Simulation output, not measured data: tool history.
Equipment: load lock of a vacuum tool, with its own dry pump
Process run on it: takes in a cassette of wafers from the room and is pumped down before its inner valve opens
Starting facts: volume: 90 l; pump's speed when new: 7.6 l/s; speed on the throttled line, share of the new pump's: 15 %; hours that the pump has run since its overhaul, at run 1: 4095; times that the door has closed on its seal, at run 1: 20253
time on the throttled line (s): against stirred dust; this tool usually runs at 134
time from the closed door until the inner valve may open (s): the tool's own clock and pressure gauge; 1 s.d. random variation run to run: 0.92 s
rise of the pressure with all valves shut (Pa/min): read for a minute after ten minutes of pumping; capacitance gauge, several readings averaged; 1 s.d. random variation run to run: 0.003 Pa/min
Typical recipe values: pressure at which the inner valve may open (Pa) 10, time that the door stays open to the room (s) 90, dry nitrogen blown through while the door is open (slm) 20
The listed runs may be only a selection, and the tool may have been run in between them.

run,day,time on the throttled line (s),pressure at which the inner valve may open (Pa),time that the door stays open to the room (s),dry nitrogen blown through while the door is open (slm),hours that the pump has run since its overhaul,times that the door has closed on its seal,"incoming humidity of the room's air, %",time from the closed door until the inner valve may open (s),rise of the pressure with all valves shut (Pa/min)
1,0,134,10,90,20,4095,20253,45.2,226.6,0.188
2,3.017,134,10,90,20,4168,20374,41.3,226.5,0.197
3,7.117,134,10,90,20,4266,20538,42.8,226.1,0.194
4,12.792,171,10,90,20,4402,20765,46.9,258.1,0.195
5,17.262,134,10,90,35,4510,20944,45.2,226.5,0.196
6,20.567,134,10,90,35,4589,21076,46.1,226.3,0.198
7,23.671,134,9,90,20,4664,21200,44.8,230.8,0.207
8,27.183,134,9,90,26,4748,21341,43,228.5,0.206
9,32.454,134,9,90,26,4874,21552,47.1,229.6,0.211
10,36.767,134,9,90,26,4978,21724,45.1,228.2,0.209
11,42.504,134,10,90,20,5116,21954,43.8,227.2,0.214
12,47.279,134,10,90,20,5230,22145,47.9,228.6,0.219
13,51.975,134,10,90,20,5343,22333,43.6,227,0.222
14,55.988,134,7,90,20,5439,22494,44.8,232.7,0.219
15,59.238,134,7,90,20,5517,22624,45.2,232.6,0.235
16,63.775,134,7,90,20,5626,22805,42.9,232.9,0.229
17,67.467,110,10,54,20,5715,22953,47.5,209.1,0.226
18,72.079,110,10,33,20,5825,23138,42.8,208.3,0.231
19,74.638,134,12,90,42,5887,23240,45.2,226.4,0.231
20,79.321,109,8,200,4,5999,23427,44.5,209,0.282
21,82.208,86,10,90,11,6069,23543,47.1,187.7,0.251
22,87.592,162,10,146,11,6198,23758,46.9,251.8,0.268
23,93.392,162,10,34,11,6337,23991,42.9,252.5,0.249
24,96.612,112,16,34,11,6414,24119,48.4,204.5,0.255
25,100.646,138,10,90,20,6511,24281,42,233,0.253
26,103.875,138,10,90,20,6588,24410,47,232.4,0.258
27,107.779,77,10,90,6,6682,24566,44,181.3,0.277
28,112.967,159,10,56,20,6807,24774,43.5,249.1,0.254
29,118.712,159,14,56,10,6945,25004,43.2,246.5,0.266
30,121.446,159,14,56,10,7010,25113,46.8,246.8,0.266
31,124.892,144,8,40,5,7093,25251,45.7,242.3,0.278

Selected run-to-run steps in time from the closed door until the inner valve may open (s), each split into two signed amounts: the part the tool would show with no hidden state at all (from settings, incoming material and random variation), and the remainder, which goes to the hidden state together with any gauge scatter not common to the measured and the hidden-state-free results:
Unlogged tool condition in this case: pump's speed, % of a new pump's; leak at the door's seal, Pa l/s; drift of the gauge itself on ready_s, %; drift of the gauge itself on rise_pa_min, %.
Run 19 -> 20: time on the throttled line (s) 134 -> 109, pressure at which the inner valve may open (Pa) 12 -> 8, time that the door stays open to the room (s) 90 -> 200, dry nitrogen blown through while the door is open (slm) 42 -> 4. time from the closed door until the inner valve may open (s) -17.4: hidden state +0.9, all else -18.3.
Run 21 -> 22: time on the throttled line (s) 86 -> 162, time that the door stays open to the room (s) 90 -> 146. time from the closed door until the inner valve may open (s) +64.1: hidden state -0.6, all else +64.7.
Run 26 -> 27: time on the throttled line (s) 138 -> 77, dry nitrogen blown through while the door is open (slm) 20 -> 6. time from the closed door until the inner valve may open (s) -51.1: hidden state +0.7, all else -51.8.
Run 27 -> 28: time on the throttled line (s) 77 -> 159, time that the door stays open to the room (s) 90 -> 56, dry nitrogen blown through while the door is open (slm) 6 -> 20. time from the closed door until the inner valve may open (s) +67.8: hidden state -0.7, all else +68.5.
Run 30 -> 31: time on the throttled line (s) 159 -> 144, pressure at which the inner valve may open (Pa) 14 -> 8, time that the door stays open to the room (s) 56 -> 40, dry nitrogen blown through while the door is open (slm) 10 -> 5. time from the closed door until the inner valve may open (s) -4.5: hidden state +1, all else -5.5.
